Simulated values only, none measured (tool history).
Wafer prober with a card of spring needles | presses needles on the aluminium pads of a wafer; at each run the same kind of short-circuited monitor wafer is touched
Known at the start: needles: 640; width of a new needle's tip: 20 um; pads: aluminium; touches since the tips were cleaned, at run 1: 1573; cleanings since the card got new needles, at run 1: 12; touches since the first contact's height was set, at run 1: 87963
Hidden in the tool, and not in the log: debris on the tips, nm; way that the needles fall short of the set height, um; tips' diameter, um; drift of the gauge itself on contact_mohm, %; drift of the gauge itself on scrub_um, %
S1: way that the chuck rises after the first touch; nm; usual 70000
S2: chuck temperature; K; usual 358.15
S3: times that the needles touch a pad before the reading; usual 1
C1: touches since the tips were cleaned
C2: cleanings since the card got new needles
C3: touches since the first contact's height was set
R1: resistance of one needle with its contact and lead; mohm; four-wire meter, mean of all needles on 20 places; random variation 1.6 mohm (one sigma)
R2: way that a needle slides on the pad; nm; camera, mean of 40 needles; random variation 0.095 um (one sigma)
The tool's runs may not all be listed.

run	hour	S1	S2	S3	C1	C2	C3	R1	R2
1	0	70000	358.15	1	1573	12	87963	169	12550
2	4.8	70000	358.15	1	2948	12	89338	171	12400
3	14.7	70000	358.15	1	5745	12	92135	185	12340
# hour 18: tips cleaned on abrasive film
4	24	70000	358.15	1	1714	13	94747	171	12450
5	28.7	70000	358.15	1	3049	13	96082	176	12630
6	36.1	70000	358.15	1	5150	13	98183	182	12480
# hour 41.4: tips cleaned on abrasive film
7	41.4	70000	358.15	1	0	14	99646	161	12410
8	46.4	70000	358.15	1	1424	14	101070	170	12530
9	52.3	70000	358.15	1	3105	14	102751	176	12300
10	61.5	70000	358.15	1	5711	14	105357	184	12480
# hour 65: tips cleaned on abrasive film
11	71.5	70000	358.15	1	1839	15	108153	172	12390
12	80.6	70000	358.15	1	4431	15	110745	181	12460
# hour 88.5: tips cleaned on abrasive film
13	89.5	70000	358.15	1	298	16	113241	163	12440
14	97.5	70000	358.15	1	2571	16	115514	172	12340
15	105.6	70000	350.15	1	4859	16	117802	184	12420
16	111.4	70000	350.15	1	6506	16	119449	184	12570
# hour 112: tips cleaned on abrasive film
17	115.6	60000	358.15	1	1037	17	120616	170	10500
18	125.6	63000	306.15	2	3863	17	123442	165	11220
19	133.5	63000	306.15	2	6100	17	125679	172	11030
# hour 135.8: tips cleaned on abrasive film
20	142.5	75000	358.15	2	1911	18	128229	163	13450
21	148.1	88000	397.15	3	3477	18	129795	168	15500
22	155	57000	305.15	3	5436	18	131754	165	9890
# hour 156: height of the first contact set anew
# hour 159.9: tips cleaned on abrasive film
23	160.2	88000	328.15	1	81	19	1160	151	15410
24	169.4	54000	312.15	2	2698	19	3777	175	9200
25	175.5	54000	312.15	2	4415	19	5494	177	9210
26	182.5	54000	312.15	2	6391	19	7470	185	9140
# hour 183.6: tips cleaned on abrasive film
27	190.3	51000	358.15	2	1885	20	9662	180	8650
28	196.9	57000	358.15	1	3749	20	11526	188	9780
29	203.7	52000	381.15	3	5681	20	13458	183	8670
# hour 207.5: height of the first contact set anew, once more
# hour 207.6: tips cleaned on abrasive film
30	211.4	81000	315.15	2	1095	21	1095	152	14730
31	216.4	72000	358.15	1	2494	21	2494	175	13030
32	222.7	72000	358.15	1	4278	21	4278	180	13180
# hour 231.1: tips cleaned on abrasive film
33	232.4	70000	358.15	2	379	22	7010	161	12750
34	239	63000	390.15	2	2256	22	8887	177	11370

How the hidden state differs across the entries between the runs, from the last listed run before each to the first after it:
Between runs 3 and 4: tips cleaned on abrasive film (hour 18)
  debris on the tips, nm: 107.4 -> 56.6; way that the needles fall short of the set height, um: 1.32 -> 1.44; tips' diameter, um: 20.46 -> 20.5
  measured less the result without the state, R1: +26 -> +14 mohm; R2: -240 -> -260 nm
Between runs 6 and 7: tips cleaned on abrasive film (hour 41.4)
  debris on the tips, nm: 106.6 -> 14.1; way that the needles fall short of the set height, um: 1.44 -> 1.57; tips' diameter, um: 20.5 -> 20.55
  measured less the result without the state, R1: +25 -> +4 mohm; R2: -260 -> -280 nm
Between runs 10 and 11: tips cleaned on abrasive film (hour 65)
  debris on the tips, nm: 110.1 -> 57.5; way that the needles fall short of the set height, um: 1.57 -> 1.66; tips' diameter, um: 20.55 -> 20.58
  measured less the result without the state, R1: +26 -> +14 mohm; R2: -280 -> -300 nm
Between runs 12 and 13: tips cleaned on abrasive film (hour 88.5)
  debris on the tips, nm: 97.6 -> 22.7; way that the needles fall short of the set height, um: 1.66 -> 1.76; tips' diameter, um: 20.58 -> 20.61
  measured less the result without the state, R1: +23 -> +5 mohm; R2: -300 -> -320 nm
Between runs 16 and 17: tips cleaned on abrasive film (hour 112)
  debris on the tips, nm: 116.9 -> 33.4; way that the needles fall short of the set height, um: 1.76 -> 1.89; tips' diameter, um: 20.61 -> 20.66
  measured less the result without the state, R1: +29 -> +11 mohm; R2: -330 -> -350 nm
Between runs 19 and 20: tips cleaned on abrasive film (hour 135.8)
  debris on the tips, nm: 111 -> 56.2; way that the needles fall short of the set height, um: 1.89 -> 2.01; tips' diameter, um: 20.66 -> 20.7
  measured less the result without the state, R1: +22 -> +8 mohm; R2: -340 -> -370 nm
Between runs 22 and 23: height of the first contact set anew (hour 156); tips cleaned on abrasive film (hour 159.9)
  debris on the tips, nm: 107.2 -> 14.1; way that the needles fall short of the set height, um: 2.01 -> 3.3; tips' diameter, um: 20.7 -> 20.74
  measured less the result without the state, R1: +15 -> +3 mohm; R2: -370 -> -600 nm
Between runs 26 and 27: tips cleaned on abrasive film (hour 183.6)
  debris on the tips, nm: 116.9 -> 56.6; way that the needles fall short of the set height, um: 3.3 -> 3.41; tips' diameter, um: 20.74 -> 20.77
  measured less the result without the state, R1: +32 -> +17 mohm; R2: -600 -> -630 nm
Between runs 29 and 30: height of the first contact set anew, once more (hour 207.5); tips cleaned on abrasive film (hour 207.6)
  debris on the tips, nm: 108.5 -> 37.6; way that the needles fall short of the set height, um: 3.41 -> 0.08; tips' diameter, um: 20.77 -> 20.8
  measured less the result without the state, R1: +18 -> +5 mohm; R2: -620 -> -10 nm
Between runs 32 and 33: tips cleaned on abrasive film (hour 231.1)
  debris on the tips, nm: 93.4 -> 24.8; way that the needles fall short of the set height, um: 0.08 -> 0.17; tips' diameter, um: 20.8 -> 20.83
  measured less the result without the state, R1: +21 -> +3 mohm; R2: -10 -> -30 nm
